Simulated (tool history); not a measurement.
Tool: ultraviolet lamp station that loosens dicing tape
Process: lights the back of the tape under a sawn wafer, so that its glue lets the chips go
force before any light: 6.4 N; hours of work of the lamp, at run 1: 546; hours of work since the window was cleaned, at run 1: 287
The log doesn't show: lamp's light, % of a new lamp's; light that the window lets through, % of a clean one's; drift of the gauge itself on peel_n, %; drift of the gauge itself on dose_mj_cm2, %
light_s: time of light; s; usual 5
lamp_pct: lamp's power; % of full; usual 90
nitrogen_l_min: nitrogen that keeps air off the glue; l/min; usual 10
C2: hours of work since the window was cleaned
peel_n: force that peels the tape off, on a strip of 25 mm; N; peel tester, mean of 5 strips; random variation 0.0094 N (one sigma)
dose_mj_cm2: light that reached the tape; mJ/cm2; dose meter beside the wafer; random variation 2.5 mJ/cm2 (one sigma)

run 1 hour=0 | light_s=5 lamp_pct=90 nitrogen_l_min=10 | hours_of_work_of_the_lamp=546 C2=287 | peel_n=0.661 dose_mj_cm2=232
run 2 hour=13.9 | light_s=3 lamp_pct=90 nitrogen_l_min=10 | hours_of_work_of_the_lamp=556 C2=297 | peel_n=1.53 dose_mj_cm2=134
run 3 hour=24.9 | light_s=3 lamp_pct=90 nitrogen_l_min=10 | hours_of_work_of_the_lamp=565 C2=306 | peel_n=1.515 dose_mj_cm2=137
run 4 hour=37.4 | light_s=5 lamp_pct=90 nitrogen_l_min=10 | hours_of_work_of_the_lamp=574 C2=316 | peel_n=0.663 dose_mj_cm2=227
run 5 hour=57.3 | light_s=5 lamp_pct=90 nitrogen_l_min=10 | hours_of_work_of_the_lamp=590 C2=331 | peel_n=0.673 dose_mj_cm2=222
run 6 hour=84.4 | light_s=5 lamp_pct=90 nitrogen_l_min=10 | hours_of_work_of_the_lamp=611 C2=352 | peel_n=0.691 dose_mj_cm2=222
run 7 hour=96.3 | light_s=5 lamp_pct=90 nitrogen_l_min=10 | hours_of_work_of_the_lamp=620 C2=361 | peel_n=0.712 dose_mj_cm2=215
run 8 hour=113.1 | light_s=5 lamp_pct=90 nitrogen_l_min=10 | hours_of_work_of_the_lamp=633 C2=374 | peel_n=0.717 dose_mj_cm2=218
run 9 hour=127.8 | light_s=5 lamp_pct=90 nitrogen_l_min=10 | hours_of_work_of_the_lamp=644 C2=385 | peel_n=0.728 dose_mj_cm2=210
run 10 hour=141 | light_s=5 lamp_pct=90 nitrogen_l_min=10 | hours_of_work_of_the_lamp=654 C2=395 | peel_n=0.756 dose_mj_cm2=214
run 11 hour=167.8 | light_s=5 lamp_pct=90 nitrogen_l_min=10 | hours_of_work_of_the_lamp=675 C2=416 | peel_n=0.766 dose_mj_cm2=211
run 12 hour=181.4 | light_s=2 lamp_pct=71 nitrogen_l_min=10 | hours_of_work_of_the_lamp=685 C2=426 | peel_n=3.178 dose_mj_cm2=66
run 13 hour=203 | light_s=2 lamp_pct=78 nitrogen_l_min=3 | hours_of_work_of_the_lamp=702 C2=443 | peel_n=3.808 dose_mj_cm2=72
run 14 hour=222.9 | light_s=2 lamp_pct=78 nitrogen_l_min=3 | hours_of_work_of_the_lamp=717 C2=458 | peel_n=3.933 dose_mj_cm2=73
run 15 hour=244.7 | light_s=2 lamp_pct=78 nitrogen_l_min=3 | hours_of_work_of_the_lamp=734 C2=475 | peel_n=3.803 dose_mj_cm2=70
run 16 hour=269.5 | light_s=4 lamp_pct=85 nitrogen_l_min=8 | hours_of_work_of_the_lamp=753 C2=494 | peel_n=1.442 dose_mj_cm2=149
run 17 hour=288.4 | light_s=5 lamp_pct=73 nitrogen_l_min=3 | hours_of_work_of_the_lamp=767 C2=509 | peel_n=1.957 dose_mj_cm2=160
run 18 hour=309.3 | light_s=3 lamp_pct=93 nitrogen_l_min=7 | hours_of_work_of_the_lamp=784 C2=525 | peel_n=1.993 dose_mj_cm2=122
run 19 hour=326.1 | light_s=5 lamp_pct=75 nitrogen_l_min=3 | hours_of_work_of_the_lamp=796 C2=538 | peel_n=1.929 dose_mj_cm2=162
run 20 hour=342.2 | light_s=5 lamp_pct=75 nitrogen_l_min=3 | hours_of_work_of_the_lamp=809 C2=550 | peel_n=1.971 dose_mj_cm2=165

Some steps in peel_n between neighbouring runs. How much of each would the tool show without its hidden state too (settings, what came in, random variation), and how much is left for the hidden state, with any gauge scatter that isn't in both results?
Run 1 -> 2: light_s 5 -> 3. peel_n +0.869 N: hidden state +0.228, all else +0.641.
Run 11 -> 12: light_s 5 -> 2, lamp_pct 90 -> 71. peel_n +2.412 N: hidden state +0.399, all else +2.013.
Run 15 -> 16: light_s 2 -> 4, lamp_pct 78 -> 85, nitrogen_l_min 3 -> 8. peel_n -2.361 N: hidden state -0.105, all else -2.256.
